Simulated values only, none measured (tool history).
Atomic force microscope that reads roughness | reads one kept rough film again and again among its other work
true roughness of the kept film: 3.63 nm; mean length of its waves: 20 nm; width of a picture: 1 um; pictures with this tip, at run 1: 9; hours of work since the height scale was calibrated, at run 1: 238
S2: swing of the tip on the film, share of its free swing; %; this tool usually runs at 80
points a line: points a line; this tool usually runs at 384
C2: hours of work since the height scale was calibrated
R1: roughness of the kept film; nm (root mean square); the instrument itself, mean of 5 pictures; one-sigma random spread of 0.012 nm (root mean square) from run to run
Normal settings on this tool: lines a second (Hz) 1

run 1 hour=0 | lines_a_second_(Hz)=1 S2=80 points_a_line=384 | pictures_with_this_tip=9 C2=238 | R1=2.687
run 2 hour=18.5 | lines_a_second_(Hz)=1 S2=80 points_a_line=384 | pictures_with_this_tip=37 C2=247 | R1=2.522
run 3 hour=31.5 | lines_a_second_(Hz)=1 S2=80 points_a_line=384 | pictures_with_this_tip=56 C2=253 | R1=2.411
-- hour=44.3 new tip fitted
run 4 hour=45.3 | lines_a_second_(Hz)=1 S2=87 points_a_line=384 | pictures_with_this_tip=1 C2=259 | R1=2.615
run 5 hour=63.1 | lines_a_second_(Hz)=1 S2=87 points_a_line=384 | pictures_with_this_tip=28 C2=268 | R1=2.445
run 6 hour=73.8 | lines_a_second_(Hz)=1 S2=87 points_a_line=384 | pictures_with_this_tip=44 C2=273 | R1=2.364
-- hour=94.4 new tip fitted
run 7 hour=94.8 | lines_a_second_(Hz)=1 S2=87 points_a_line=384 | pictures_with_this_tip=1 C2=283 | R1=2.59
run 8 hour=110.8 | lines_a_second_(Hz)=1 S2=87 points_a_line=384 | pictures_with_this_tip=25 C2=290 | R1=2.436
run 9 hour=119.5 | lines_a_second_(Hz)=1 S2=71 points_a_line=384 | pictures_with_this_tip=38 C2=295 | R1=2.567
run 10 hour=132.9 | lines_a_second_(Hz)=1 S2=80 points_a_line=550 | pictures_with_this_tip=58 C2=301 | R1=2.369
-- hour=145 new tip fitted
run 11 hour=151 | lines_a_second_(Hz)=1 S2=80 points_a_line=550 | pictures_with_this_tip=9 C2=309 | R1=2.702
run 12 hour=162.5 | lines_a_second_(Hz)=1 S2=80 points_a_line=991 | pictures_with_this_tip=26 C2=315 | R1=2.574
run 13 hour=179.6 | lines_a_second_(Hz)=1 S2=80 points_a_line=384 | pictures_with_this_tip=52 C2=323 | R1=2.412
-- hour=195.6 new tip fitted
run 14 hour=198.7 | lines_a_second_(Hz)=1 S2=68 points_a_line=384 | pictures_with_this_tip=5 C2=332 | R1=2.82
run 15 hour=212.5 | lines_a_second_(Hz)=1 S2=68 points_a_line=384 | pictures_with_this_tip=25 C2=338 | R1=2.686
run 16 hour=229.6 | lines_a_second_(Hz)=1 S2=68 points_a_line=384 | pictures_with_this_tip=51 C2=347 | R1=2.509
run 17 hour=238 | lines_a_second_(Hz)=1 S2=68 points_a_line=384 | pictures_with_this_tip=63 C2=351 | R1=2.453
-- hour=245.9 new tip fitted
run 18 hour=256.8 | lines_a_second_(Hz)=1 S2=68 points_a_line=384 | pictures_with_this_tip=16 C2=359 | R1=2.739
run 19 hour=269.4 | lines_a_second_(Hz)=1 S2=68 points_a_line=384 | pictures_with_this_tip=35 C2=365 | R1=2.619
run 20 hour=281.1 | lines_a_second_(Hz)=2.53 S2=68 points_a_line=384 | pictures_with_this_tip=52 C2=371 | R1=2.319
-- hour=296 new tip fitted
run 21 hour=299.2 | lines_a_second_(Hz)=2.53 S2=68 points_a_line=384 | pictures_with_this_tip=5 C2=379 | R1=2.568
run 22 hour=317.4 | lines_a_second_(Hz)=2.53 S2=68 points_a_line=384 | pictures_with_this_tip=32 C2=388 | R1=2.404
run 23 hour=325.8 | lines_a_second_(Hz)=1 S2=80 points_a_line=384 | pictures_with_this_tip=44 C2=392 | R1=2.419
run 24 hour=343 | lines_a_second_(Hz)=1 S2=80 points_a_line=384 | pictures_with_this_tip=70 C2=400 | R1=2.273
-- hour=346.3 new tip fitted
run 25 hour=358.2 | lines_a_second_(Hz)=1 S2=70 points_a_line=384 | pictures_with_this_tip=18 C2=407 | R1=2.715

Run 26 is up next; what results do you expect?
run 26 hour=370.2 | lines_a_second_(Hz)=2.29 S2=70 points_a_line=695 | pictures_with_this_tip=36 C2=413 | R1=?

Run 26 measured R1 2.447 nm (root mean square).
Without the tool's hidden state the same run would have given R1 2.671 nm (root mean square).

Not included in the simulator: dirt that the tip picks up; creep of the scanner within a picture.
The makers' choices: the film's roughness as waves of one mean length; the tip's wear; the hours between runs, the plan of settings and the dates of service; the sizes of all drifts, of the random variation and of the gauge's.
